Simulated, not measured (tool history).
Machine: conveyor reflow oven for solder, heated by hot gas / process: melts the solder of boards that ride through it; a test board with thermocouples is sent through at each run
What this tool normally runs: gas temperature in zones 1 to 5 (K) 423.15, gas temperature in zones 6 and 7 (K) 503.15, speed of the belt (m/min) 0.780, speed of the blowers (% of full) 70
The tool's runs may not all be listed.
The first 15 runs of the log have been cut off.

run     day  gas temperature in zones 1 to 5 (K)  gas temperature in zones 6 and 7 (K)  speed of the belt (m/min)  speed of the blowers (% of full)  hours of work since the flux was cleaned out  hours of work since the belt drive was overhauled  hours of work since the thermocouples were changed  highest temperature of the board (K)  time above the solder's melting point (s)
     27.479  -- flux residue cleaned out of gas plates and filters
 16  28.371                               429.15                                503.15                      0.780                                70                                            10                                                717                                                 717                                486.55                                       42.9
 17  29.683                               423.15                                497.15                      0.780                                62                                            26                                                733                                                 733                                478.65                                       35.1
 18  32.096                               422.15                                504.15                      0.780                                70                                            54                                                761                                                 761                                485.35                                       39.9
 19  33.588                               422.15                                504.15                      0.780                                70                                            71                                                778                                                 778                                485.15                                       39.9
 20  34.712                               431.15                                491.15                      0.876                                59                                            84                                                791                                                 791                                471.85                                       26.8
 21  36.817                               423.15                                492.15                      0.780                                70                                           109                                                815                                                 815                                476.05                                       33.2
 22  39.238                               423.15                                500.15                      0.780                                57                                           137                                                844                                                 844                                479.45                                       35.4
 23  40.600                               423.15                                500.15                      0.780                                57                                           153                                                859                                                 859                                479.25                                       35.4
 24  42.388                               423.15                                500.15                      0.780                                57                                           173                                                880                                                 880                                479.25                                       35.3
 25  43.958                               437.15                                513.15                      0.781                                65                                           192                                                899                                                 899                                494.45                                       50.2
 26  46.546                               437.15                                513.15                      0.781                                65                                           222                                                929                                                 929                                494.35                                       50.4
     46.996  -- flux residue cleaned out of gas plates and filters
 27  48.192                               437.15                                513.15                      0.781                                65                                            14                                                945                                                 945                                495.75                                       51.1
 28  50.604                               436.15                                493.15                      0.625                                55                                            42                                                973                                                 973                                483.75                                       56.8
     52.579  -- belt drive overhauled, speed set with a stopwatch
     52.838  -- thermocouples of zones 6 and 7 changed
 29  52.883                               415.15                                509.15                      0.703                                78                                            66                                                  3                                                   1                                492.15                                       46.1
 30  54.162                               417.15                                501.15                      0.620                                65                                            80                                                 17                                                  15                                487.35                                       50.4
 31  56.567                               417.15                                501.15                      0.630                                57                                           108                                                 45                                                  43                                485.25                                       48.0

Forecast each of these 3 alternatives for the next run:
  A  57.771                               423.15                                503.15                      0.717                                70                                           122                                                 59                                                  57                                     ?                                          ?
  B  57.771                               436.15                                501.15                      0.630                                57                                           122                                                 59                                                  57                                     ?                                          ?
  C  57.771                               423.15                                503.15                      0.780                                53                                           122                                                 59                                                  57                                     ?                                          ?

run  highest temperature of the board (K)  time above the solder's melting point (s)
  A                                486.45                                       44.3
  B                                489.05                                       58.5
  C                                479.95                                       35.0
The same runs, with their run-to-run variation unchanged, on a tool lacking any hidden condition would have given:
run  highest temperature of the board (K)  time above the solder's melting point (s)
  A                                486.35                                       44.4
  B                                488.65                                       58.3
  C                                479.95                                       35.1

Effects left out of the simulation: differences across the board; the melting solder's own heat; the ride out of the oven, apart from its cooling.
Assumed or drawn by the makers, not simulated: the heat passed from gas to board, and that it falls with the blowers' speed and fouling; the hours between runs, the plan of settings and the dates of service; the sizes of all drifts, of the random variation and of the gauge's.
